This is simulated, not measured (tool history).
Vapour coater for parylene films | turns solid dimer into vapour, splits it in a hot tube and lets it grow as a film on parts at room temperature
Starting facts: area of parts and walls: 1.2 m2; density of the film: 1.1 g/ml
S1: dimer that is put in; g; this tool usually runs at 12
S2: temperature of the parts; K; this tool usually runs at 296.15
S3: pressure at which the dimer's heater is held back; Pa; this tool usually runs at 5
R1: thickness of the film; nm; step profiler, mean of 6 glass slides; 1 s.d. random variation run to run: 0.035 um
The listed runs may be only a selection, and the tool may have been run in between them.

run 1 hour=0 | S1=12 S2=296.15 S3=5 | R1=5830
run 2 hour=18.1 | S1=12 S2=296.15 S3=5 | R1=5790
run 3 hour=36.7 | S1=12 S2=296.15 S3=5 | R1=5930
run 4 hour=47.9 | S1=12 S2=296.15 S3=5 | R1=5970
run 5 hour=63.3 | S1=12 S2=296.15 S3=5 | R1=5910
run 6 hour=75.8 | S1=12 S2=296.15 S3=5 | R1=5920
run 7 hour=88.4 | S1=12 S2=296.15 S3=5 | R1=5890
run 8 hour=102.5 | S1=12 S2=296.15 S3=5 | R1=5840
run 9 hour=117.1 | S1=12 S2=296.15 S3=9.7 | R1=5680
run 10 hour=141.8 | S1=12 S2=300.15 S3=5 | R1=5160
run 11 hour=152.7 | S1=12 S2=291.15 S3=5 | R1=6890
run 12 hour=173.5 | S1=12 S2=291.15 S3=5 | R1=6970
run 13 hour=194.5 | S1=6 S2=296.15 S3=2.29 | R1=3140
run 14 hour=214.9 | S1=6 S2=296.15 S3=2.29 | R1=3170
run 15 hour=226.4 | S1=12 S2=304.15 S3=5 | R1=4600
run 16 hour=242.8 | S1=17 S2=294.15 S3=8.56 | R1=8670
run 17 hour=268.5 | S1=17 S2=294.15 S3=2.2 | R1=9450
run 18 hour=279.8 | S1=13 S2=298.15 S3=2.69 | R1=6320
run 19 hour=301.9 | S1=9 S2=299.15 S3=2.69 | R1=4290
run 20 hour=318.5 | S1=16 S2=299.15 S3=2.69 | R1=7560
run 21 hour=343.5 | S1=16 S2=299.15 S3=2.69 | R1=7520
run 22 hour=362.5 | S1=16 S2=299.15 S3=2.69 | R1=7610
run 23 hour=377.9 | S1=10 S2=290.15 S3=2.53 | R1=6400

Taken out of this log: 1 entry between the listed runs. Where each belongs, and how the hidden state differs across it:
In the gap between runs 2 and 3: trap's valve overhauled (hour 33.1)
  vapour lost through the trap's worn valve, %: 0.5 -> 0; drift of the gauge itself on film_um, %: 0.09 -> 0.15
  measured result minus the result with no hidden state, R1: -20 -> +10 nm
